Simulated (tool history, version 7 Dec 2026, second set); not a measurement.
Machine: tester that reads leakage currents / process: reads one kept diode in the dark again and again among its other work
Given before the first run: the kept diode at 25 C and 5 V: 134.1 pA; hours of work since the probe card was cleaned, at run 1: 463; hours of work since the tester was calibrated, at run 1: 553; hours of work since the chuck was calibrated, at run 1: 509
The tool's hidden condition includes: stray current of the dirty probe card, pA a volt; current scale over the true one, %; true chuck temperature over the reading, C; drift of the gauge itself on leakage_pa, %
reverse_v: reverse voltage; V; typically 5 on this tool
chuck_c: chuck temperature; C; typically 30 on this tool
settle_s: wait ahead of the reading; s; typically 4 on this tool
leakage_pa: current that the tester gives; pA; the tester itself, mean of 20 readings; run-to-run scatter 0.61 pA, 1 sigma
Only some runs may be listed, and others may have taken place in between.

run     day  reverse_v  chuck_c  settle_s  hours of work since the probe card was cleaned  hours of work since the tester was calibrated  hours of work since the chuck was calibrated  leakage_pa
  1       0          5       30         4                                             463                                            553                                           509      192.54
  2   0.946          5       30         4                                             474                                            564                                           519      192.78
  3   2.875          5       30      0.66                                             496                                            586                                           541      193.45
  4    5.05          5       30         4                                             521                                            611                                           566      191.63
  5   6.221          5       30         4                                             534                                            624                                           579      190.27
  6   7.829          5       30         4                                             552                                            642                                           598      190.05
  7   9.621          5       30         4                                             573                                            663                                           618      189.44
  8  10.871          5       30         4                                             587                                            677                                           632      189.38
  9  12.312       4.52       30         4                                             603                                            694                                           649      182.31
 10  13.775       4.52       30         4                                             620                                            710                                           666      181.32
 11  15.179       4.52       30         4                                             636                                            726                                           682      180.51
 12  16.179          5       30         4                                             647                                            738                                           693      188.96
 13  17.875          5       30         4                                             667                                            757                                           712      187.56
 14  19.167          5       29         4                                             682                                            772                                           727      173.24
 15  21.242          5       29         4                                             705                                            795                                           751      172.91
 16  22.433          5       29         4                                             719                                            809                                           764      173.07
 17   23.95          5       29         4                                             736                                            826                                           782      171.73
 18  25.425       1.42       30         4                                             753                                            843                                           798      112.42
 19  26.917       1.42       30         4                                             770                                            860                                           816      111.87
 20  28.529       1.42       30         4                                             788                                            878                                           834      112.13
 21   29.85       1.42       30         4                                             803                                            894                                           849      111.57
 22  30.838       9.05       30      0.77                                             815                                            905                                           860       239.7
 23  32.746       9.05       30      0.77                                             836                                            927                                           882       236.9
 24  34.579       9.05       30      0.77                                             857                                            947                                           903      237.14
 25  36.721       9.05       30      0.77                                             882                                            972                                           927      237.04
 26  38.692       9.05       30      0.77                                             904                                            994                                           950      235.88
 27  39.921       9.05       23      6.11                                             918                                           1008                                           964      130.54
 28  42.154       3.21       37      2.42                                             944                                           1034                                           989       267.1
 29  43.154       4.41       49      0.48                                             955                                           1045                                          1001      758.57
 30    44.1      14.87       30      0.66                                             966                                           1056                                          1012      288.56
 31  46.333      14.87       30      0.66                                             991                                           1082                                          1037      288.48
 32  48.167       5.63       23      2.45                                            1012                                           1102                                          1058      106.25
 33  50.367       5.63       24      0.74                                            1037                                           1128                                          1083      117.55
 34  52.108          5       60         4                                            1057                                           1147                                          1103     1706.38
 35    53.5          5       60         4                                            1073                                           1163                                          1119     1702.78
 36   55.55          5       50         4                                            1096                                           1187                                          1142      840.77
 37  57.246          5       50         4                                            1116                                           1206                                          1161      839.04
 38  58.875       8.74       25      0.88                                            1134                                           1225                                          1180      150.61
 39    60.3       8.74       25      0.88                                            1151                                           1241                                          1196      151.72
 40  61.608          5       30      0.84                                            1166                                           1256                                          1211      180.23

How would selected steps in leakage_pa from run to run divide? Give the signed amount a tool lacking its hidden state would still show from settings, what came in and random variation, and the signed amount left for the hidden state, including any gauge scatter that is not in both of the compared results.
Run 33 -> 34: reverse_v 5.63 -> 5, chuck_c 24 -> 60, settle_s 0.74 -> 4. leakage_pa +1588.83 pA: hidden state -184.21, all else +1773.04.
Run 35 -> 36: chuck_c 60 -> 50. leakage_pa -862.01 pA: hidden state +94.35, all else -956.36.
Run 37 -> 38: reverse_v 5 -> 8.74, chuck_c 50 -> 25, settle_s 4 -> 0.88. leakage_pa -688.43 pA: hidden state +89.04, all else -777.47.
